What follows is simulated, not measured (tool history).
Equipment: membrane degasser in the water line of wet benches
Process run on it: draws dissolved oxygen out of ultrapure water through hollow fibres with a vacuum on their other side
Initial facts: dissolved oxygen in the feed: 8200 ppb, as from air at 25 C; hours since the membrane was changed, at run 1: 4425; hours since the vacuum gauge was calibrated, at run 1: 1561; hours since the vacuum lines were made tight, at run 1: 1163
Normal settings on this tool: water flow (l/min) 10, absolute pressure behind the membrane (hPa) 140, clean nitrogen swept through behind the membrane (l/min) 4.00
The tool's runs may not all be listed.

run     day  water flow (l/min)  absolute pressure behind the membrane (hPa)  clean nitrogen swept through behind the membrane (l/min)  hours since the membrane was changed  hours since the vacuum gauge was calibrated  hours since the vacuum lines were made tight  dissolved oxygen in the water behind the degasser (ppb)  pressure that the water loses in the fibres (hPa)
  1   0.000                  10                                          140                                                      4.00                                  4425                                         1561                                          1163                                                     89.4                                              292.3
  2   4.204                  11                                          140                                                      4.00                                  4526                                         1662                                          1264                                                    100.8                                              322.8
  3   7.758                  11                                          140                                                      4.00                                  4611                                         1747                                          1350                                                    101.4                                              324.1
  4  11.933                  10                                          140                                                      4.00                                  4711                                         1847                                          1450                                                     88.8                                              295.0
  5  14.958                  10                                          140                                                      4.13                                  4784                                         1920                                          1522                                                     88.8                                              295.0
  6  17.238                  10                                          181                                                      4.00                                  4839                                         1975                                          1577                                                    117.6                                              294.4
  7  20.629                  10                                          181                                                      4.00                                  4920                                         2056                                          1658                                                    116.7                                              296.2
  8  24.229                  10                                          140                                                      4.00                                  5006                                         2142                                          1745                                                     90.4                                              295.6
  9  28.817                  10                                          140                                                      4.00                                  5117                                         2253                                          1855                                                     91.4                                              294.2
 10  31.004                  10                                          177                                                      4.00                                  5169                                         2305                                          1907                                                    113.7                                              294.3
 11  34.825                  10                                          140                                                      4.00                                  5261                                         2397                                          1999                                                     92.3                                              294.8
 12  38.671                  10                                          140                                                      4.00                                  5353                                         2489                                          2091                                                     91.1                                              295.6
 13  42.688                  10                                          140                                                     11.65                                  5449                                         2585                                          2188                                                     46.3                                              294.9
 14  46.992                  10                                          140                                                     11.65                                  5553                                         2689                                          2291                                                     46.8                                              295.9
 15  50.188                  10                                          140                                                     11.65                                  5630                                         2765                                          2368                                                     46.9                                              294.8
 16  53.267                  10                                          140                                                     11.65                                  5703                                         2839                                          2442                                                     47.2                                              295.7
 17  55.604                  10                                          140                                                     11.65                                  5760                                         2895                                          2498                                                     47.0                                              297.7
 18  59.662                  10                                          284                                                     11.65                                  5857                                         2993                                          2595                                                     77.0                                              295.6

What will run 19 give?
 19  64.317                  10                                          140                                                     11.95                                  5969                                         3105                                          2707                                                        ?                                                  ?

{"run 19": {"dissolved oxygen in the water behind the degasser (ppb)": 47.0, "pressure that the water loses in the fibres (hPa)": 296.0}}
With no hidden state in the tool, this same run would have given dissolved oxygen in the water behind the degasser (ppb) 41.8, pressure that the water loses in the fibres (hPa) 286.1.
